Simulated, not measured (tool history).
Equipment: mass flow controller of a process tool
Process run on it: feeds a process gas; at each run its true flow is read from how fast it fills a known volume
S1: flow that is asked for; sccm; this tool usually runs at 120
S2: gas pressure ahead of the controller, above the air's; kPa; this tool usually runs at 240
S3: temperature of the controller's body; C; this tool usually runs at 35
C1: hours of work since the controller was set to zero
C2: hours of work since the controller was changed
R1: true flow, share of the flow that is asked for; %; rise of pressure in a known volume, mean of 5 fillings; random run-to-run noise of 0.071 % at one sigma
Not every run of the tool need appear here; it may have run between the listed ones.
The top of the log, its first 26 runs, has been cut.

run,hour,S1,S2,S3,C1,C2,R1
27,7548.6,120,157,35,3314,3314,101.28
28,7782.3,120,157,35,3411,3411,101.47
29,7985.1,45,240,26,3495,3495,99.72
30,8325.9,46,180,37,3637,3637,101.12
31,8642.1,40,181,24,3768,3768,99.89
32,9057.3,170,271,23,3941,3941,99.91
33,9279.6,120,276,22,4033,4033,99.44
34,9542.5,120,276,22,4143,4143,99.49
35,9861.8,78,237,36,4275,4275,101.05
36,10123.0,61,149,35,4384,4384,101.25
37,10480.4,61,200,28,4532,4532,100.31
38,10749.4,61,200,28,4644,4644,100.11
39,10966.1,32,240,35,4734,4734,100.71
40,11306.2,32,240,35,4876,4876,100.82
# hour 11564.8: gauge calibrated
41,11637.0,32,240,35,5013,5013,100.13
42,11870.8,32,237,25,5110,5110,98.98
43,12256.9,37,146,20,5271,5271,98.93
44,12551.9,37,146,20,5393,5393,98.98
45,12864.4,37,146,20,5523,5523,99.07
46,13062.5,37,146,20,5606,5606,99.09
47,13405.7,134,209,34,5748,5748,100.81

Forecast each of these 4 alternatives for the next run:
A,13593.2,151,156,28,5826,5826,?
B,13593.2,164,278,34,5826,5826,?
C,13593.2,120,210,34,5826,5826,?
D,13593.2,120,147,35,5826,5826,?

run,R1
A,100.27
B,100.54
C,100.59
D,100.90
With the hidden condition removed and each run's random variation left untouched, the same runs would have given:
run,R1
A,100.14
B,100.40
C,100.45
D,100.76

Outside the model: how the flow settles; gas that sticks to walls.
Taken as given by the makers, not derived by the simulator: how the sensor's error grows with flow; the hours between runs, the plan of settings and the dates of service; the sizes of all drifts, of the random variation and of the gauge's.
